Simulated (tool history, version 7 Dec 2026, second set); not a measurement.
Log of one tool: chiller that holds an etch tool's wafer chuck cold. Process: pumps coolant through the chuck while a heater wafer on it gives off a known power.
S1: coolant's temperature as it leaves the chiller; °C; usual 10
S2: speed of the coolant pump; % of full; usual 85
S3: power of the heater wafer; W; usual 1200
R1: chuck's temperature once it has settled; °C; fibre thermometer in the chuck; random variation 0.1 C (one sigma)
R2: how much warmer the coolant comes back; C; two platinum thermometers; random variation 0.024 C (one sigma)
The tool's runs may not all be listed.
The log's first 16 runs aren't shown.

run	hour	S1	S2	S3	R1	R2
17	397.1	17	85	1200	29.3	3.99
18	433.6	1	85	1065	12	3.54
19	448.8	1	85	1065	11.9	3.59
20	478.2	9	99	818	16.7	2.3
21	499	9	99	818	16.6	2.31
22	531.6	20	79	818	29.1	3
23	550.6	13	65	740	22.4	3.31
24	581	11	76	1424	26.7	5.36
25	596.4	11	76	1424	26.8	5.41
26	616.5	4	85	843	13	2.79
27	633.8	11	85	1062	22	3.48
28	661.3	6	69	987	18.2	4.19
29	696.8	15	77	987	26.3	3.64
30	732.4	15	77	987	26.1	3.69
31	758.1	3	64	1073	16.7	4.97
32	791.9	6	62	1200	21.7	5.75
33	826.5	20	67	1217	35.3	5.29

Forecast each of these 3 alternatives for the next run:
A	846.7	10	77	847	?	?
B	846.7	10	70	868	?	?
C	846.7	20	65	1386	?	?

run	R1	R2
A	19.7	3.17
B	20.7	3.63
C	37.7	6.25
Without the tool's hidden state the same runs would have given:
run	R1	R2
A	18.2	3.09
B	19.1	3.54
C	35.3	6.09
